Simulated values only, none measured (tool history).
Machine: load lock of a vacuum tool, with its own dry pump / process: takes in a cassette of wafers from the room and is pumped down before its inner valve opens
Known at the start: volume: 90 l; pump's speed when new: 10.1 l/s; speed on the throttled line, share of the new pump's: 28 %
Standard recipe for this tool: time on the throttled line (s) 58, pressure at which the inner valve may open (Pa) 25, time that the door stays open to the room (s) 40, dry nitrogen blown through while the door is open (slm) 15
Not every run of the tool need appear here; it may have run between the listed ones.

| run | hour | time on the throttled line (s) | pressure at which the inner valve may open (Pa) | time that the door stays open to the room (s) | dry nitrogen blown through while the door is open (slm) | incoming humidity of the room's air, % | time from the closed door until the inner valve may open (s) | rise of the pressure with all valves shut (Pa/min) |
|---|---|---|---|---|---|---|---|---|
| 1 | 0 | 58 | 25 | 40 | 15 | 47.2 | 132 | 0.124 |
|  | 133.5 | dry pump taken out, an overhauled one fitted |
| 2 | 197.7 | 58 | 25 | 33 | 15 | 47.6 | 116.8 | 0.122 |
| 3 | 552.7 | 58 | 25 | 33 | 15 | 47.5 | 118 | 0.13 |
| 4 | 946.8 | 58 | 25 | 40 | 15 | 46.9 | 118.7 | 0.148 |
| 5 | 1197.7 | 74 | 25 | 40 | 15 | 46.5 | 128.7 | 0.157 |
|  | 1438.7 | door's seal changed, seat wiped |
| 6 | 1550.5 | 74 | 25 | 40 | 15 | 46.1 | 129.4 | 0.025 |
| 7 | 1915.1 | 74 | 25 | 40 | 15 | 43.2 | 130 | 0.038 |
| 8 | 2283.8 | 74 | 25 | 40 | 15 | 43.8 | 130.6 | 0.041 |
| 9 | 2660.9 | 74 | 25 | 40 | 15 | 43.5 | 130.3 | 0.042 |
| 10 | 2867.3 | 74 | 25 | 40 | 15 | 45.3 | 132.4 | 0.035 |
| 11 | 3083.4 | 58 | 25 | 40 | 15 | 43.6 | 120.8 | 0.045 |
| 12 | 3342.6 | 58 | 25 | 40 | 15 | 46 | 120.9 | 0.044 |
| 13 | 3569.3 | 58 | 25 | 40 | 15 | 46.2 | 121.9 | 0.05 |
| 14 | 3897.4 | 58 | 25 | 40 | 15 | 41.6 | 122.2 | 0.055 |
| 15 | 4273.9 | 58 | 25 | 40 | 15 | 44.2 | 122.2 | 0.059 |
| 16 | 4442.4 | 58 | 25 | 40 | 15 | 43.8 | 122.5 | 0.061 |
| 17 | 4663.7 | 58 | 25 | 40 | 15 | 49.1 | 122.7 | 0.067 |
| 18 | 4992.7 | 58 | 25 | 40 | 15 | 42.8 | 123.3 | 0.067 |
| 19 | 5360.7 | 58 | 25 | 115 | 15 | 49.1 | 124.7 | 0.107 |
| 20 | 5747.3 | 92 | 25 | 115 | 15 | 41.1 | 147.1 | 0.104 |
| 21 | 6020.6 | 58 | 39 | 28 | 43 | 44 | 120.7 | 0.069 |
| 22 | 6322.7 | 36 | 27 | 228 | 18 | 46.9 | 110.2 | 0.15 |
| 23 | 6512.7 | 30 | 37 | 40 | 15 | 44.8 | 101.8 | 0.094 |
| 24 | 6839.5 | 30 | 37 | 40 | 15 | 45.4 | 101.6 | 0.101 |
| 25 | 7184 | 30 | 37 | 40 | 15 | 43.4 | 103.8 | 0.11 |
| 26 | 7415.1 | 30 | 37 | 40 | 15 | 47.3 | 102.3 | 0.119 |
| 27 | 7577.4 | 30 | 37 | 40 | 15 | 43.6 | 103.6 | 0.119 |
| 28 | 7755.4 | 58 | 22 | 71 | 7 | 40.2 | 128.8 | 0.143 |
| 29 | 7957.9 | 58 | 22 | 71 | 7 | 41.1 | 128.6 | 0.139 |
| 30 | 8332.1 | 58 | 22 | 71 | 7 | 45.5 | 129 | 0.159 |
| 31 | 8691.2 | 41 | 22 | 71 | 7 | 49.8 | 119.6 | 0.178 |
| 32 | 8877.4 | 70 | 19 | 48 | 15 | 45.5 | 140.3 | 0.155 |
| 33 | 9192.8 | 70 | 35 | 48 | 15 | 44.7 | 132.9 | 0.166 |
| 34 | 9546.5 | 56 | 38 | 85 | 41 | 47.1 | 124 | 0.164 |
| 35 | 9720.6 | 58 | 25 | 163 | 6 | 41 | 129.1 | 0.229 |
|  | 9915.6 | door's seal changed, seat wiped |
| 36 | 9942.9 | 75 | 35 | 155 | 5 | 46 | 137.8 | 0.098 |
| 37 | 10288.7 | 75 | 35 | 155 | 5 | 43.1 | 137.8 | 0.097 |
| 38 | 10528 | 44 | 20 | 37 | 12 | 48.5 | 124.3 | 0.036 |

How would selected steps in time from the closed door until the inner valve may open (s) from run to run divide? Give the signed amount a tool lacking its hidden state would still show from settings, what came in and random variation, and the signed amount left for the hidden state, including any gauge scatter that is not in both of the compared results.
Hidden conditions of the tool in this case: pump's speed, % of a new pump's; leak at the door's seal, Pa l/s; drift of the gauge itself on ready_s, %; drift of the gauge itself on rise_pa_min, %.
Run 1 -> 2: time that the door stays open to the room (s) 40 -> 33, dry pump taken out, an overhauled one fitted. time from the closed door until the inner valve may open (s) -15.2: hidden state -15.2, all else +0.
Run 19 -> 20: time on the throttled line (s) 58 -> 92. time from the closed door until the inner valve may open (s) +22.4: hidden state -0.8, all else +23.2.
Run 20 -> 21: time on the throttled line (s) 92 -> 58, pressure at which the inner valve may open (Pa) 25 -> 39, time that the door stays open to the room (s) 115 -> 28, dry nitrogen blown through while the door is open (slm) 15 -> 43. time from the closed door until the inner valve may open (s) -26.4: hidden state +1.3, all else -27.7.
Run 21 -> 22: time on the throttled line (s) 58 -> 36, pressure at which the inner valve may open (Pa) 39 -> 27, time that the door stays open to the room (s) 28 -> 228, dry nitrogen blown through while the door is open (slm) 43 -> 18. time from the closed door until the inner valve may open (s) -10.5: hidden state +1.7, all else -12.2.
Run 27 -> 28: time on the throttled line (s) 30 -> 58, pressure at which the inner valve may open (Pa) 37 -> 22, time that the door stays open to the room (s) 40 -> 71, dry nitrogen blown through while the door is open (slm) 15 -> 7. time from the closed door until the inner valve may open (s) +25.2: hidden state -0.3, all else +25.5.
Run 37 -> 38: time on the throttled line (s) 75 -> 44, pressure at which the inner valve may open (Pa) 35 -> 20, time that the door stays open to the room (s) 155 -> 37, dry nitrogen blown through while the door is open (slm) 5 -> 12. time from the closed door until the inner valve may open (s) -13.5: hidden state +3.9, all else -17.4.
